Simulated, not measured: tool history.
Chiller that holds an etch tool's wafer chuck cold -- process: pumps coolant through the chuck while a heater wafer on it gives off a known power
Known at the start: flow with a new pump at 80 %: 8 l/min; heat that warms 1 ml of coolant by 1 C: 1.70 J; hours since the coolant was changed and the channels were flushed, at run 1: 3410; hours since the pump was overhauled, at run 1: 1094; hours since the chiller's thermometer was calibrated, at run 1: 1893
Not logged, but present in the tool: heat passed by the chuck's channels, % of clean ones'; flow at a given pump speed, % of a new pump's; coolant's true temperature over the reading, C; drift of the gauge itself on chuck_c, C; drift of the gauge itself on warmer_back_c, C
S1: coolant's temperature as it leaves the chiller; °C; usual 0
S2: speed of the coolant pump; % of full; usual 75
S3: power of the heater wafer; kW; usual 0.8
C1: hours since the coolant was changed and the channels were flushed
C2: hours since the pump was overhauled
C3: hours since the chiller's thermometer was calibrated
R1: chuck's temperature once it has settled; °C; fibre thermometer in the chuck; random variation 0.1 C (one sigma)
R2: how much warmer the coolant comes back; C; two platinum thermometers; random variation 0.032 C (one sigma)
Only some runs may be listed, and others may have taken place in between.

run 1 hour=0 | S1=0 S2=75 S3=0.8 | C1=3410 C2=1094 C3=1893 | R1=6.4 R2=3.91
run 2 hour=185.2 | S1=0 S2=65 S3=0.8 | C1=3595 C2=1279 C3=2079 | R1=7.4 R2=4.54
run 3 hour=301.2 | S1=0 S2=65 S3=0.8 | C1=3711 C2=1395 C3=2195 | R1=7.4 R2=4.56
run 4 hour=381.4 | S1=0 S2=75 S3=0.8 | C1=3791 C2=1475 C3=2275 | R1=6.5 R2=3.88
run 5 hour=557.4 | S1=0 S2=75 S3=0.8 | C1=3967 C2=1651 C3=2451 | R1=6.4 R2=3.95
run 6 hour=643.7 | S1=0 S2=75 S3=1.033 | C1=4053 C2=1738 C3=2537 | R1=8.7 R2=5.14
run 7 hour=835.6 | S1=0 S2=75 S3=1.033 | C1=4245 C2=1930 C3=2729 | R1=8.6 R2=5.1
-- hour=904 coolant changed, channels flushed
run 8 hour=1012.5 | S1=0 S2=75 S3=1.033 | C1=108 C2=2100 C3=2900 | R1=7.9 R2=5.13
run 9 hour=1188.9 | S1=0 S2=75 S3=1.033 | C1=285 C2=2277 C3=3076 | R1=7.8 R2=5.28
run 10 hour=1292.4 | S1=0 S2=75 S3=1.033 | C1=388 C2=2380 C3=3180 | R1=7.8 R2=5.25
run 11 hour=1390.1 | S1=-9 S2=75 S3=1.033 | C1=486 C2=2478 C3=3277 | R1=-1.1 R2=5.25
run 12 hour=1494.7 | S1=-9 S2=75 S3=0.446 | C1=591 C2=2583 C3=3382 | R1=-6.3 R2=2.26
run 13 hour=1660.5 | S1=-9 S2=75 S3=0.446 | C1=757 C2=2749 C3=3548 | R1=-6.1 R2=2.3
run 14 hour=1753.5 | S1=0 S2=65 S3=0.8 | C1=849 C2=2841 C3=3641 | R1=6.4 R2=4.78
run 15 hour=1912.9 | S1=2 S2=77 S3=0.582 | C1=1009 C2=3001 C3=3800 | R1=5.7 R2=2.91
run 16 hour=2089.7 | S1=2 S2=77 S3=0.582 | C1=1186 C2=3178 C3=3977 | R1=6.1 R2=2.94
run 17 hour=2228.1 | S1=-9 S2=99 S3=0.582 | C1=1324 C2=3316 C3=4115 | R1=-5.9 R2=2.3
run 18 hour=2390.2 | S1=-6 S2=75 S3=0.8 | C1=1486 C2=3478 C3=4278 | R1=-0.2 R2=4.19

Run 19, settings as shown, results not yet in. Your forecast:
run 19 hour=2578.2 | S1=3 S2=100 S3=0.99 | C1=1674 C2=3666 C3=4465 | R1=? R2=?

Run 19 came out at R1 9.3 °C, R2 3.91 C.
Without the tool's hidden state the same run would have given R1 9.6 °C, R2 3.49 C.
